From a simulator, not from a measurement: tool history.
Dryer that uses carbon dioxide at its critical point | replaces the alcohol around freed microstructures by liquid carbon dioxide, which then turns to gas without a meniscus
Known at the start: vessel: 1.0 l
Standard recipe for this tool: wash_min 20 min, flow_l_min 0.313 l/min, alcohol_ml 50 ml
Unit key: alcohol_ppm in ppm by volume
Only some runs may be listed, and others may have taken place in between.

{"run": 1, "day": 0.0, "wash_min": 20, "flow_l_min": 0.313, "alcohol_ml": 50, "alcohol_ppm": 585}
{"run": 2, "day": 0.888, "wash_min": 20, "flow_l_min": 0.313, "alcohol_ml": 31, "alcohol_ppm": 399}
{"run": 3, "day": 2.196, "wash_min": 20, "flow_l_min": 0.313, "alcohol_ml": 31, "alcohol_ppm": 392}
{"run": 4, "day": 3.392, "wash_min": 20, "flow_l_min": 0.202, "alcohol_ml": 31, "alcohol_ppm": 1835}
{"run": 5, "day": 4.596, "wash_min": 20, "flow_l_min": 0.202, "alcohol_ml": 31, "alcohol_ppm": 1855}
{"run": 6, "day": 5.592, "wash_min": 20, "flow_l_min": 0.263, "alcohol_ml": 31, "alcohol_ppm": 824}
{"run": 7, "day": 6.979, "wash_min": 20, "flow_l_min": 0.313, "alcohol_ml": 50, "alcohol_ppm": 667}
{"run": 8, "day": 8.079, "wash_min": 20, "flow_l_min": 0.313, "alcohol_ml": 50, "alcohol_ppm": 701}
{"run": 9, "day": 9.267, "wash_min": 20, "flow_l_min": 0.313, "alcohol_ml": 50, "alcohol_ppm": 704}
{"run": 10, "day": 10.2, "wash_min": 20, "flow_l_min": 0.313, "alcohol_ml": 50, "alcohol_ppm": 727}
{"run": 11, "day": 11.279, "wash_min": 20, "flow_l_min": 0.313, "alcohol_ml": 50, "alcohol_ppm": 733}
{"day": 11.546, "done": "inlet filter changed"}
{"run": 12, "day": 12.208, "wash_min": 20, "flow_l_min": 0.313, "alcohol_ml": 50, "alcohol_ppm": 521}
{"run": 13, "day": 13.417, "wash_min": 20, "flow_l_min": 0.313, "alcohol_ml": 50, "alcohol_ppm": 538}
{"run": 14, "day": 14.042, "wash_min": 13, "flow_l_min": 0.313, "alcohol_ml": 50, "alcohol_ppm": 2507}
{"run": 15, "day": 15.125, "wash_min": 12, "flow_l_min": 0.241, "alcohol_ml": 50, "alcohol_ppm": 5905}
{"run": 16, "day": 16.508, "wash_min": 17, "flow_l_min": 0.413, "alcohol_ml": 50, "alcohol_ppm": 325}
{"run": 17, "day": 17.171, "wash_min": 15, "flow_l_min": 0.353, "alcohol_ml": 89, "alcohol_ppm": 1894}
{"run": 18, "day": 18.538, "wash_min": 21, "flow_l_min": 0.522, "alcohol_ml": 25, "alcohol_ppm": 59}
{"run": 19, "day": 19.904, "wash_min": 14, "flow_l_min": 0.333, "alcohol_ml": 110, "alcohol_ppm": 3857}
{"run": 20, "day": 20.808, "wash_min": 17, "flow_l_min": 0.254, "alcohol_ml": 57, "alcohol_ppm": 2546}
{"run": 21, "day": 21.871, "wash_min": 17, "flow_l_min": 0.254, "alcohol_ml": 27, "alcohol_ppm": 1258}
{"run": 22, "day": 22.892, "wash_min": 17, "flow_l_min": 0.254, "alcohol_ml": 27, "alcohol_ppm": 1234}
{"run": 23, "day": 23.658, "wash_min": 17, "flow_l_min": 0.254, "alcohol_ml": 27, "alcohol_ppm": 1272}

Alternative continuations, all from the tool just after run 23; predict every row:
{"run": "A", "day": 25.038, "wash_min": 20, "flow_l_min": 0.313, "alcohol_ml": 106, "alcohol_ppm": "?"}
{"run": "B", "day": 25.038, "wash_min": 14, "flow_l_min": 0.313, "alcohol_ml": 37, "alcohol_ppm": "?"}
{"run": "C", "day": 25.038, "wash_min": 29, "flow_l_min": 0.292, "alcohol_ml": 66, "alcohol_ppm": "?"}
{"run": "D", "day": 25.038, "wash_min": 20, "flow_l_min": 0.407, "alcohol_ml": 50, "alcohol_ppm": "?"}
{"run": "E", "day": 25.038, "wash_min": 21, "flow_l_min": 0.503, "alcohol_ml": 25, "alcohol_ppm": "?"}

run=A alcohol_ppm=1299
run=B alcohol_ppm=1686
run=C alcohol_ppm=214
run=D alcohol_ppm=195
run=E alcohol_ppm=60
Stripped of hidden state, with their random variation kept, the same runs would have yielded:
run=A alcohol_ppm=974
run=B alcohol_ppm=1373
run=C alcohol_ppm=121
run=D alcohol_ppm=110
run=E alcohol_ppm=9
